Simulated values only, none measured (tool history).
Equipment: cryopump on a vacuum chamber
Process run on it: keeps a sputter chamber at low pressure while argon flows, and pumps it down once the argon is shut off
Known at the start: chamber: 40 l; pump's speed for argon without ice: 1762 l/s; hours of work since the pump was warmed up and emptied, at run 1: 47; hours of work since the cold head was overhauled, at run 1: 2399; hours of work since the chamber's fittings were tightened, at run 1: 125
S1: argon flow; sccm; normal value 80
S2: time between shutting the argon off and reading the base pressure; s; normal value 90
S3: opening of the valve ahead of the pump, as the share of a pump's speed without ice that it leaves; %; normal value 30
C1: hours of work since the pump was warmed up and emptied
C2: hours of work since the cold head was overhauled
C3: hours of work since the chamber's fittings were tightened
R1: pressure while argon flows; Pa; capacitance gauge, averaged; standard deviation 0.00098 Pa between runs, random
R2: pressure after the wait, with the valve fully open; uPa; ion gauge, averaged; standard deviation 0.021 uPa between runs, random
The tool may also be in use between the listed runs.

run 1 day=0.000 | S1=80 S2=90 S3=30 | C1=47 C2=2399 C3=125 | R1=0.2591 R2=0.58
run 2 day=3.046 | S1=80 S2=90 S3=30 | C1=91 C2=2443 C3=169 | R1=0.2595 R2=0.69
run 3 day=8.158 | S1=80 S2=90 S3=30 | C1=165 C2=2517 C3=243 | R1=0.2640 R2=0.65
run 4 day=12.833 | S1=80 S2=90 S3=30 | C1=232 C2=2584 C3=310 | R1=0.2652 R2=0.81
run 5 day=17.512 | S1=80 S2=164 S3=30 | C1=300 C2=2652 C3=378 | R1=0.2673 R2=0.66
-- day=18.717 pump warmed up, emptied and cooled again
run 6 day=22.883 | S1=80 S2=164 S3=30 | C1=60 C2=2726 C3=452 | R1=0.2576 R2=0.69
run 7 day=25.433 | S1=80 S2=164 S3=30 | C1=97 C2=2763 C3=489 | R1=0.2596 R2=0.69
run 8 day=29.175 | S1=80 S2=164 S3=30 | C1=151 C2=2817 C3=543 | R1=0.2612 R2=0.75
run 9 day=34.179 | S1=80 S2=164 S3=30 | C1=223 C2=2889 C3=615 | R1=0.2637 R2=0.84
run 10 day=37.517 | S1=80 S2=164 S3=30 | C1=271 C2=2937 C3=663 | R1=0.2664 R2=0.91
-- day=40.892 pump warmed up, emptied and cooled again
run 11 day=42.358 | S1=80 S2=164 S3=30 | C1=21 C2=3004 C3=730 | R1=0.2599 R2=0.84
run 12 day=44.921 | S1=80 S2=164 S3=30 | C1=58 C2=3041 C3=766 | R1=0.2589 R2=0.88
run 13 day=50.192 | S1=80 S2=164 S3=30 | C1=134 C2=3117 C3=842 | R1=0.2629 R2=0.95
run 14 day=52.525 | S1=80 S2=164 S3=30 | C1=168 C2=3150 C3=876 | R1=0.2646 R2=1.07
run 15 day=54.850 | S1=80 S2=164 S3=30 | C1=201 C2=3184 C3=910 | R1=0.2643 R2=1.05
run 16 day=57.592 | S1=37 S2=39 S3=60 | C1=241 C2=3223 C3=949 | R1=0.0633 R2=1.65
run 17 day=61.867 | S1=57 S2=23 S3=30 | C1=302 C2=3285 C3=1011 | R1=0.1919 R2=2.31
-- day=63.000 pump warmed up, emptied and cooled again
run 18 day=65.800 | S1=57 S2=23 S3=30 | C1=40 C2=3339 C3=1064 | R1=0.1852 R2=2.29
run 19 day=69.700 | S1=152 S2=90 S3=46 | C1=97 C2=3395 C3=1121 | R1=0.3268 R2=1.29
run 20 day=74.471 | S1=77 S2=147 S3=16 | C1=165 C2=3463 C3=1189 | R1=0.4705 R2=1.27
run 21 day=77.271 | S1=80 S2=22 S3=30 | C1=206 C2=3504 C3=1230 | R1=0.2663 R2=2.51
run 22 day=80.567 | S1=80 S2=22 S3=30 | C1=253 C2=3551 C3=1277 | R1=0.2667 R2=2.63
-- day=85.008 pump warmed up, emptied and cooled again
run 23 day=85.483 | S1=80 S2=90 S3=24 | C1=7 C2=3619 C3=1345 | R1=0.3224 R2=1.46
run 24 day=90.917 | S1=44 S2=49 S3=24 | C1=85 C2=3697 C3=1423 | R1=0.1781 R2=1.84
run 25 day=93.117 | S1=44 S2=49 S3=24 | C1=117 C2=3729 C3=1455 | R1=0.1787 R2=1.87

Predict each of these 3 candidate next runs independently; none follows another, all start after run 25:
run A day=97.792 | S1=44 S2=89 S3=21 | C1=184 C2=3797 C3=1522 | R1=? R2=?
run B day=97.792 | S1=122 S2=110 S3=30 | C1=184 C2=3797 C3=1522 | R1=? R2=?
run C day=97.792 | S1=44 S2=115 S3=24 | C1=184 C2=3797 C3=1522 | R1=? R2=?

run=A R1=0.2064 R2=1.69
run=B R1=0.4037 R2=1.59
run=C R1=0.1801 R2=1.52
With the hidden condition removed and each run's random variation left untouched, the same runs would have given:
run=A R1=0.2016 R2=0.53
run=B R1=0.3904 R2=0.45
run=C R1=0.1753 R2=0.41
